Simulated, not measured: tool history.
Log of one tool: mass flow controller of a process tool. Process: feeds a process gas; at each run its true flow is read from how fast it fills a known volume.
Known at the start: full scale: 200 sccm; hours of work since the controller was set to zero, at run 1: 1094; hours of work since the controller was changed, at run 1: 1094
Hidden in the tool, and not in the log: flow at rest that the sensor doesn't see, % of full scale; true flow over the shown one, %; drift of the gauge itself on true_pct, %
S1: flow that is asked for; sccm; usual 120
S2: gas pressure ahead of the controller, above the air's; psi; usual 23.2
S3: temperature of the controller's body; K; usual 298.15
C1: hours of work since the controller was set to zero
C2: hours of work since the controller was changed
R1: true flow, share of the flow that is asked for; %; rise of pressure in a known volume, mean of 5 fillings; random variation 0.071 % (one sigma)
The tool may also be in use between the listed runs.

{"run": 1, "hour": 0.0, "S1": 120, "S2": 23.2, "S3": 298.15, "C1": 1094, "C2": 1094, "R1": 100.55}
{"run": 2, "hour": 134.1, "S1": 120, "S2": 23.2, "S3": 298.15, "C1": 1160, "C2": 1160, "R1": 100.68}
{"run": 3, "hour": 205.6, "S1": 120, "S2": 23.2, "S3": 298.15, "C1": 1195, "C2": 1195, "R1": 100.53}
{"run": 4, "hour": 340.4, "S1": 120, "S2": 23.2, "S3": 296.15, "C1": 1260, "C2": 1260, "R1": 100.45}
{"run": 5, "hour": 453.7, "S1": 132, "S2": 23.2, "S3": 298.15, "C1": 1316, "C2": 1316, "R1": 100.64}
{"run": 6, "hour": 550.9, "S1": 120, "S2": 23.2, "S3": 298.15, "C1": 1363, "C2": 1363, "R1": 100.61}
{"run": 7, "hour": 671.9, "S1": 70, "S2": 23.2, "S3": 298.15, "C1": 1422, "C2": 1422, "R1": 100.88}
{"run": 8, "hour": 810.5, "S1": 70, "S2": 23.2, "S3": 304.15, "C1": 1490, "C2": 1490, "R1": 101.46}
{"run": 9, "hour": 916.3, "S1": 70, "S2": 23.2, "S3": 301.15, "C1": 1541, "C2": 1541, "R1": 101.28}
{"run": 10, "hour": 1010.4, "S1": 120, "S2": 23.2, "S3": 298.15, "C1": 1587, "C2": 1587, "R1": 101.02}
{"run": 11, "hour": 1140.5, "S1": 120, "S2": 23.2, "S3": 298.15, "C1": 1651, "C2": 1651, "R1": 100.97}
{"run": 12, "hour": 1230.4, "S1": 120, "S2": 23.2, "S3": 298.15, "C1": 1694, "C2": 1694, "R1": 101.11}
{"run": 13, "hour": 1337.7, "S1": 120, "S2": 23.2, "S3": 298.15, "C1": 1747, "C2": 1747, "R1": 101.16}
{"run": 14, "hour": 1438.0, "S1": 120, "S2": 23.9, "S3": 303.15, "C1": 1796, "C2": 1796, "R1": 101.54}
{"run": 15, "hour": 1564.5, "S1": 120, "S2": 23.9, "S3": 303.15, "C1": 1858, "C2": 1858, "R1": 101.56}
{"run": 16, "hour": 1678.0, "S1": 175, "S2": 35.1, "S3": 304.15, "C1": 1913, "C2": 1913, "R1": 101.92}
{"run": 17, "hour": 1785.9, "S1": 128, "S2": 29.3, "S3": 297.15, "C1": 1965, "C2": 1965, "R1": 101.37}
{"run": 18, "hour": 1865.8, "S1": 128, "S2": 29.3, "S3": 297.15, "C1": 2004, "C2": 2004, "R1": 101.25}
{"run": 19, "hour": 1978.1, "S1": 78, "S2": 20.5, "S3": 299.15, "C1": 2059, "C2": 2059, "R1": 101.56}
{"run": 20, "hour": 2089.2, "S1": 27, "S2": 23.2, "S3": 298.15, "C1": 2113, "C2": 2113, "R1": 103.27}
{"run": 21, "hour": 2220.1, "S1": 58, "S2": 23.2, "S3": 307.15, "C1": 2177, "C2": 2177, "R1": 102.78}
{"run": 22, "hour": 2351.3, "S1": 20, "S2": 29.4, "S3": 301.15, "C1": 2241, "C2": 2241, "R1": 104.76}
{"run": 23, "hour": 2436.9, "S1": 80, "S2": 29.9, "S3": 298.15, "C1": 2283, "C2": 2283, "R1": 101.84}
{"run": 24, "hour": 2507.0, "S1": 80, "S2": 34.7, "S3": 298.15, "C1": 2317, "C2": 2317, "R1": 102.01}
{"run": 25, "hour": 2580.0, "S1": 89, "S2": 35.4, "S3": 310.15, "C1": 2353, "C2": 2353, "R1": 102.87}

4 ways to go on from here, each from the tool as it stands after run 25. What would each give?
{"run": "A", "hour": 2703.0, "S1": 66, "S2": 35.4, "S3": 310.15, "C1": 2413, "C2": 2413, "R1": "?"}
{"run": "B", "hour": 2703.0, "S1": 120, "S2": 23.6, "S3": 293.15, "C1": 2413, "C2": 2413, "R1": "?"}
{"run": "C", "hour": 2703.0, "S1": 128, "S2": 23.2, "S3": 298.15, "C1": 2413, "C2": 2413, "R1": "?"}
{"run": "D", "hour": 2703.0, "S1": 27, "S2": 33.2, "S3": 304.15, "C1": 2413, "C2": 2413, "R1": "?"}

run=A R1=103.14
run=B R1=101.19
run=C R1=101.68
run=D R1=104.46
Without the tool's hidden state the same runs would have given:
run=A R1=100.5
run=B R1=99.13
run=C R1=99.66
run=D R1=99.93

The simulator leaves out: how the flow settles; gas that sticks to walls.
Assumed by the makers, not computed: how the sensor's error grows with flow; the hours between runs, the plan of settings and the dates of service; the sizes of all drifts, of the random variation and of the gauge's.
